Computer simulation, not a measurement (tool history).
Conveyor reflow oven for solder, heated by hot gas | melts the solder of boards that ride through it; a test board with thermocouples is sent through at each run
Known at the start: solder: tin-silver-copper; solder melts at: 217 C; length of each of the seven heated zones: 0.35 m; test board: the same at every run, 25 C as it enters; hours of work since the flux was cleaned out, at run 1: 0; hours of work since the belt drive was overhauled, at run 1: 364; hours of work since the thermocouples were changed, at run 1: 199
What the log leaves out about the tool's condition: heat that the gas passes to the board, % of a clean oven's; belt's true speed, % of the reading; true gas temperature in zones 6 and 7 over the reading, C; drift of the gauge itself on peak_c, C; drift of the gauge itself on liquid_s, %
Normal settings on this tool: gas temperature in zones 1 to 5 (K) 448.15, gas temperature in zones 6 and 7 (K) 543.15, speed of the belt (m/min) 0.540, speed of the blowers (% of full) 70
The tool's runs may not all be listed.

run    hour  gas temperature in zones 1 to 5 (K)  gas temperature in zones 6 and 7 (K)  speed of the belt (m/min)  speed of the blowers (% of full)  hours of work since the flux was cleaned out  hours of work since the belt drive was overhauled  hours of work since the thermocouples were changed  highest temperature of the board (K)  time above the solder's melting point (s)
  1     0.0                               448.15                                543.15                      0.540                                70                                             0                                                364                                                 199                                529.25                                       61.3
  2    80.7                               448.15                                543.15                      0.540                                70                                            61                                                424                                                 260                                529.15                                       60.8
  3   175.6                               448.15                                543.15                      0.540                                70                                           133                                                496                                                 331                                528.15                                       60.7
  4   250.9                               448.15                                543.15                      0.540                                88                                           189                                                553                                                 388                                530.45                                       63.1
      298.6  -- flux residue cleaned out of gas plates and filters
  5   330.0                               448.15                                543.15                      0.517                                88                                            24                                                609                                                 444                                531.65                                       66.7
  6   415.3                               448.15                                543.15                      0.540                                66                                            88                                                673                                                 509                                528.25                                       60.8
  7   477.2                               448.15                                543.15                      0.540                                66                                           135                                                720                                                 555                                527.65                                       60.6
  8   565.8                               448.15                                546.15                      0.540                                66                                           202                                                787                                                 622                                530.45                                       62.1
      599.3  -- flux residue cleaned out of gas plates and filters
  9   654.3                               448.15                                543.15                      0.540                                70                                            42                                                850                                                 685                                529.35                                       60.8
 10   719.0                               448.15                                543.15                      0.540                                70                                            90                                                899                                                 734                                529.25                                       61.2
 11   815.2                               448.15                                543.15                      0.540                                70                                           163                                                972                                                 807                                528.25                                       61.1
 12   857.5                               448.15                                543.15                      0.445                                70                                           195                                               1004                                                 839                                533.75                                       79.7
      899.0  -- flux residue cleaned out of gas plates and filters
 13   941.3                               460.15                                543.15                      0.505                                64                                            32                                               1063                                                 898                                531.05                                       72.6
 14  1029.2                               454.15                                532.15                      0.540                                57                                            98                                               1129                                                 965                                518.05                                       55.7
 15  1098.8                               454.15                                532.15                      0.540                                57                                           151                                               1182                                                1017                                518.05                                       55.0
 16  1167.7                               439.15                                545.15                      0.540                                70                                           203                                               1234                                                1069                                528.85                                       58.3
     1196.0  -- flux residue cleaned out of gas plates and filters
 17  1222.7                               439.15                                545.15                      0.540                                70                                            20                                               1272                                                1107                                528.85                                       58.2
     1306.3  -- thermocouples of zones 6 and 7 changed
 18  1308.9                               448.15                                543.15                      0.540                                71                                            84                                               1335                                                   2                                529.65                                       61.6
 19  1370.3                               448.15                                543.15                      0.452                                70                                           130                                               1382                                                  48                                533.55                                       78.1
 20  1451.5                               448.15                                542.15                      0.540                                88                                           191                                               1443                                                 110                                529.95                                       62.8
     1501.7  -- flux residue cleaned out of gas plates and filters
 21  1550.8                               448.15                                553.15                      0.540                                60                                            37                                               1514                                                 181                                536.05                                       65.8

Hidden condition of the tool, last listed run before each entry between runs versus first listed run after:
Logged between run 4 and run 5: flux residue cleaned out of gas plates and filters (hour 298.6)
  heat that the gas passes to the board, % of a clean oven's: 99.5 -> 99.9; belt's true speed, % of the reading: 99.88 -> 99.87; true gas temperature in zones 6 and 7 over the reading, C: -0.11 -> -0.12
Logged between run 8 and run 9: flux residue cleaned out of gas plates and filters (hour 599.3)
  heat that the gas passes to the board, % of a clean oven's: 99.5 -> 99.9; belt's true speed, % of the reading: 99.84 -> 99.82; true gas temperature in zones 6 and 7 over the reading, C: -0.15 -> -0.16
Logged between run 12 and run 13: flux residue cleaned out of gas plates and filters (hour 899.0)
  heat that the gas passes to the board, % of a clean oven's: 99.5 -> 99.8; belt's true speed, % of the reading: 99.79 -> 99.78; true gas temperature in zones 6 and 7 over the reading, C: -0.19 -> -0.2
Logged between run 16 and run 17: flux residue cleaned out of gas plates and filters (hour 1196.0)
  heat that the gas passes to the board, % of a clean oven's: 99.4 -> 99.9; belt's true speed, % of the reading: 99.75 -> 99.74
Logged between run 17 and run 18: thermocouples of zones 6 and 7 changed (hour 1306.3)
  heat that the gas passes to the board, % of a clean oven's: 99.9 -> 99.7; belt's true speed, % of the reading: 99.74 -> 99.73; true gas temperature in zones 6 and 7 over the reading, C: -0.23 -> 0.01
Logged between run 20 and run 21: flux residue cleaned out of gas plates and filters (hour 1501.7)
  heat that the gas passes to the board, % of a clean oven's: 99.5 -> 99.9; belt's true speed, % of the reading: 99.71 -> 99.69; true gas temperature in zones 6 and 7 over the reading, C: -0.01 -> -0.02

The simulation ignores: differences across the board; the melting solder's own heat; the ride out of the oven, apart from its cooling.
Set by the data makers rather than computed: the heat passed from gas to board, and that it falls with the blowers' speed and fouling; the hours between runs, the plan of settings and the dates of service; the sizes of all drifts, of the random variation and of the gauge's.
